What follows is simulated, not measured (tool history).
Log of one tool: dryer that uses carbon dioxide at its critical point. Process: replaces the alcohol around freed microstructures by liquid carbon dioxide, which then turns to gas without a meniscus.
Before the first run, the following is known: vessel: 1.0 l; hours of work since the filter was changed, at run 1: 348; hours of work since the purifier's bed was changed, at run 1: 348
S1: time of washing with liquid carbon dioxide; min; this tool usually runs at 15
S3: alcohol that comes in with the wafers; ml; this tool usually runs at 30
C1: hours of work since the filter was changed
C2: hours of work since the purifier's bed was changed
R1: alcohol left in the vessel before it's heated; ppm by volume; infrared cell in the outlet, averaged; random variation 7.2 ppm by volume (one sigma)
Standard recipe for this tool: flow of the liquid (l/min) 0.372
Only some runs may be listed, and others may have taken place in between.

Run 1, hour 0: usual settings; C1 348; C2 348. Result: R1 574 ppm by volume.
Run 2, hour 16.5: usual settings but S1 10 min; C1 360; C2 360. Result: R1 2108 ppm by volume.
Run 3, hour 38.8: usual settings but S1 10 min; C1 376; C2 376. Result: R1 2105 ppm by volume.
Run 4, hour 56.6: usual settings but S1 10 min; C1 389; C2 389. Result: R1 2111 ppm by volume.
Run 5, hour 69.1: usual settings but S1 10 min; C1 398; C2 398. Result: R1 2139 ppm by volume.
Run 6, hour 93.2: usual settings; C1 415; C2 415. Result: R1 614 ppm by volume.
Run 7, hour 115.5: usual settings; C1 432; C2 432. Result: R1 642 ppm by volume.
Run 8, hour 139: usual settings but flow of the liquid (l/min) 0.269; C1 449; C2 449. Result: R1 1836 ppm by volume.
Run 9, hour 158: usual settings but flow of the liquid (l/min) 0.269; C1 462; C2 462. Result: R1 1856 ppm by volume.
Run 10, hour 168.3: usual settings but flow of the liquid (l/min) 0.269; C1 470; C2 470. Result: R1 1915 ppm by volume.
Run 11, hour 180.7: usual settings but flow of the liquid (l/min) 0.269; C1 479; C2 479. Result: R1 1893 ppm by volume.
Run 12, hour 197.7: usual settings but flow of the liquid (l/min) 0.269; C1 491; C2 491. Result: R1 2026 ppm by volume.
Run 13, hour 213.3: usual settings; C1 502; C2 502. Result: R1 676 ppm by volume.
Run 14, hour 226.8: usual settings; C1 512; C2 512. Result: R1 682 ppm by volume.
Run 15, hour 240.8: usual settings; C1 522; C2 522. Result: R1 698 ppm by volume.
Run 16, hour 260.7: usual settings but S3 81 ml; C1 536; C2 536. Result: R1 1795 ppm by volume.
Run 17, hour 281.9: usual settings but S3 81 ml; C1 552; C2 552. Result: R1 1795 ppm by volume.
Run 18, hour 298.6: usual settings but S3 24 ml; C1 564; C2 564. Result: R1 620 ppm by volume.
At hour 302.8: inlet filter changed.
At hour 312.1: purifier's bed changed.
Run 19, hour 315.3: usual settings but S3 73 ml; C1 7; C2 2. Result: R1 878 ppm by volume.
Run 20, hour 333.3: usual settings but S3 73 ml; C1 20; C2 15. Result: R1 873 ppm by volume.
Run 21, hour 348: usual settings but S3 73 ml; C1 30; C2 26. Result: R1 887 ppm by volume.
Run 22, hour 365.9: usual settings but S3 73 ml; C1 43; C2 39. Result: R1 894 ppm by volume.
Run 23, hour 378.5: usual settings; C1 53; C2 48. Result: R1 384 ppm by volume.
Run 24, hour 399.3: usual settings but S1 20 min, flow of the liquid (l/min) 0.561, S3 73 ml; C1 68; C2 63. Result: R1 26 ppm by volume.
Run 25, hour 412.7: usual settings but S1 12 min, flow of the liquid (l/min) 0.23, S3 77 ml; C1 77; C2 73. Result: R1 9515 ppm by volume.
Run 26, hour 428.3: usual settings but S1 12 min, flow of the liquid (l/min) 0.405, S3 45 ml; C1 89; C2 84. Result: R1 982 ppm by volume.
Run 27, hour 451.2: usual settings but S1 12 min, flow of the liquid (l/min) 0.405, S3 45 ml; C1 105; C2 101. Result: R1 995 ppm by volume.
Run 28, hour 466.5: usual settings but S1 12 min, flow of the liquid (l/min) 0.405, S3 45 ml; C1 116; C2 112. Result: R1 1026 ppm by volume.
Run 29, hour 484.3: usual settings but S1 12 min, flow of the liquid (l/min) 0.405, S3 45 ml; C1 129; C2 124. Result: R1 1065 ppm by volume.
Run 30, hour 502.1: usual settings but S1 21 min, flow of the liquid (l/min) 0.282, S3 23 ml; C1 142; C2 137. Result: R1 273 ppm by volume.
Run 31, hour 522.9: usual settings but S1 12 min, flow of the liquid (l/min) 0.317, S3 24 ml; C1 157; C2 152. Result: R1 1351 ppm by volume.
Run 32, hour 543.6: usual settings but S1 12 min, flow of the liquid (l/min) 0.317, S3 24 ml; C1 172; C2 167. Result: R1 1342 ppm by volume.
Run 33, hour 563.4: usual settings but S1 13 min, flow of the liquid (l/min) 0.366, S3 25 ml; C1 186; C2 182. Result: R1 698 ppm by volume.
Run 34, hour 580.7: usual settings but S1 13 min, flow of the liquid (l/min) 0.311, S3 97 ml; C1 199; C2 194. Result: R1 4589 ppm by volume.
Run 35, hour 591.7: usual settings but S1 11 min, flow of the liquid (l/min) 0.354, S3 39 ml; C1 207; C2 202. Result: R1 2047 ppm by volume.
Run 36, hour 613.3: usual settings but S1 11 min, flow of the liquid (l/min) 0.354, S3 39 ml; C1 222; C2 218. Result: R1 2083 ppm by volume.
Run 37, hour 628.7: usual settings but S3 29 ml; C1 233; C2 229. Result: R1 483 ppm by volume.
Run 38, hour 640.1: usual settings but S1 18 min, flow of the liquid (l/min) 0.272, S3 61 ml; C1 242; C2 237. Result: R1 1684 ppm by volume.
Run 39, hour 653.9: usual settings but S1 14 min, flow of the liquid (l/min) 0.608, S3 42 ml; C1 251; C2 247. Result: R1 98 ppm by volume.
Run 40, hour 671.5: usual settings but S1 21 min, flow of the liquid (l/min) 0.261, S3 48 ml; C1 264; C2 260. Result: R1 887 ppm by volume.
Run 41, hour 688.7: usual settings but S1 21 min, flow of the liquid (l/min) 0.261, S3 48 ml; C1 277; C2 272. Result: R1 900 ppm by volume.
Run 42, hour 702.4: usual settings but S1 14 min, flow of the liquid (l/min) 0.406, S3 78 ml; C1 287; C2 282. Result: R1 1176 ppm by volume.
Run 43, hour 722.4: usual settings but S1 17 min, flow of the liquid (l/min) 0.324, S3 101 ml; C1 301; C2 296. Result: R1 1798 ppm by volume.
Run 44, hour 734.6: usual settings but S1 11 min, flow of the liquid (l/min) 0.577, S3 101 ml; C1 310; C2 305. Result: R1 888 ppm by volume.
Run 45, hour 758.1: usual settings but S1 21 min, flow of the liquid (l/min) 0.577, S3 101 ml; C1 327; C2 322. Result: R1 67 ppm by volume.
Run 46, hour 777.5: usual settings but S1 16 min, flow of the liquid (l/min) 0.304; C1 341; C2 336. Result: R1 925 ppm by volume.

5 options for the next run, each taken on its own from the tool as it stands now. Forecast them:
Run A, hour 792.3: usual settings but S1 20 min, flow of the liquid (l/min) 0.254; C1 351; C2 347. Result: R1 ?.
Run B, hour 792.3: usual settings but S3 31 ml; C1 351; C2 347. Result: R1 ?.
Run C, hour 792.3: usual settings but S1 14 min, flow of the liquid (l/min) 0.304, S3 25 ml; C1 351; C2 347. Result: R1 ?.
Run D, hour 792.3: usual settings but flow of the liquid (l/min) 0.302; C1 351; C2 347. Result: R1 ?.
Run E, hour 792.3: usual settings but S1 20 min, flow of the liquid (l/min) 0.228, S3 100 ml; C1 351; C2 347. Result: R1 ?.

run    R1
  A   832
  B   578
  C  1205
  D  1164
  E  3883
Without the tool's unlogged condition, the same runs would have read:
run    R1
  A   549
  B   360
  C   859
  D   811
  E  2799
